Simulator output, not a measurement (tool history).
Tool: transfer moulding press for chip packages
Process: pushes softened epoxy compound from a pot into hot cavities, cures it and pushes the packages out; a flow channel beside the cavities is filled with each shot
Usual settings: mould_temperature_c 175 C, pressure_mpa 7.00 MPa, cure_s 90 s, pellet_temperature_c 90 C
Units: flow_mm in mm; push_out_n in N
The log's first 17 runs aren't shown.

run,day,mould_temperature_c,pressure_mpa,cure_s,pellet_temperature_c,hours of work since the mould's thermocouples were calibrated,shots since the plunger's rings were changed,shots since the cavities were cleaned,incoming compound's hours out of the cold store,flow_mm,push_out_n
18,6.558,175,7.00,73,85,275,2166,567,31.3,871,1149
19,6.983,175,5.40,90,90,280,2250,651,22.4,794,763
20,7.221,178,7.71,90,92,282,2297,698,44.7,848,650
21,7.462,169,7.00,83,90,285,2345,746,37.8,864,1373
22,7.675,169,7.00,83,90,287,2387,788,32.9,879,1393
# day 7.767: cavities cleaned with cleaning compound and waxed
23,8.138,174,7.00,94,90,291,2466,73,43.4,822,514
24,8.412,182,5.73,75,92,294,2520,127,23.8,779,531
25,8.667,177,5.73,79,92,297,2571,178,21.7,806,650
26,9.125,174,5.79,106,92,302,2661,268,40.8,757,530
27,9.500,174,5.79,106,92,306,2735,342,10.2,861,583
28,9.833,174,5.79,81,89,309,2801,408,29.3,794,908
29,10.117,178,6.31,94,97,312,2856,463,25.2,823,605

Run 30 comes next. What will it give?
30,10.438,174,8.55,87,97,316,2920,527,19.6,?,?

flow_mm: 1001 mm
push_out_n: 827 N
Without the tool's hidden state the same run would have given flow_mm 1069 mm, push_out_n 510 N.

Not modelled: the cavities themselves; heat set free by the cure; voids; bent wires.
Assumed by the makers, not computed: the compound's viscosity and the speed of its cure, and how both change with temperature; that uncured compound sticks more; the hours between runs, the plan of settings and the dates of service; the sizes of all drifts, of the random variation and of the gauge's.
